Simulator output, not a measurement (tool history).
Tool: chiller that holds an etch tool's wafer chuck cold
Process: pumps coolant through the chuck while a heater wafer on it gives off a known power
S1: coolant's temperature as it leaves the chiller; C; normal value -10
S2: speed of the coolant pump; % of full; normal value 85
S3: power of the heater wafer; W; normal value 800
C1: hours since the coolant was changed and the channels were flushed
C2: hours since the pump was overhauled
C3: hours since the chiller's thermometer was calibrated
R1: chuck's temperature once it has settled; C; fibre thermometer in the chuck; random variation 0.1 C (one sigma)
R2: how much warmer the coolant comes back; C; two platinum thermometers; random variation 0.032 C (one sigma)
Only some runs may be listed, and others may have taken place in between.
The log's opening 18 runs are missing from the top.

run    hour   S1  S2    S3    C1     C2    C3    R1    R2
 19  2623.0  -10  82   460  4128   9310  1643  -6.6  1.93
 20  2813.9  -10  72   791  4319   9501  1834  -3.1  3.82
 21  2971.1  -10  72   791  4476   9658  1991  -3.1  3.83
     3074.8  -- chiller's thermometer calibrated
 22  3160.4   -8  90   774  4664   9847    86  -2.4  2.90
 23  3336.6   -8  90   774  4840  10023   262  -2.5  2.95
 24  3532.4   -8  90   774  5036  10219   458  -2.5  2.95
 25  3622.6  -10  73   628  5126  10309   548  -4.7  3.03
 26  3735.8  -10  73   628  5240  10422   661  -4.6  2.99
 27  3844.4  -11  67   484  5348  10531   770  -6.5  2.49
 28  3960.2  -11  67   484  5464  10646   885  -6.3  2.50
 29  4082.0  -10  85   751  5586  10768  1007  -4.3  3.04
 30  4270.0  -10  85  1071  5774  10956  1195  -1.9  4.35
 31  4436.7  -10  85   998  5941  11123  1362  -2.5  4.03

Forecast each of these 5 alternatives for the next run:
  A  4567.2  -10  85   998  6071  11253  1492   ?   ?
  B  4567.2  -12  88   597  6071  11253  1492   ?   ?
  C  4567.2   -8  85   800  6071  11253  1492   ?   ?
  D  4567.2  -10  85  1166  6071  11253  1492   ?   ?
  E  4567.2  -16  73   500  6071  11253  1492   ?   ?

run     R1    R2
  A   -2.3  4.07
  B   -7.6  2.31
  C   -1.9  3.26
  D   -1.0  4.69
  E  -11.6  2.39
The same runs, with their run-to-run variation unchanged, on a tool lacking any hidden condition would have given:
run     R1    R2
  A   -2.4  4.05
  B   -7.6  2.31
  C   -1.9  3.25
  D   -1.1  4.67
  E  -11.6  2.39

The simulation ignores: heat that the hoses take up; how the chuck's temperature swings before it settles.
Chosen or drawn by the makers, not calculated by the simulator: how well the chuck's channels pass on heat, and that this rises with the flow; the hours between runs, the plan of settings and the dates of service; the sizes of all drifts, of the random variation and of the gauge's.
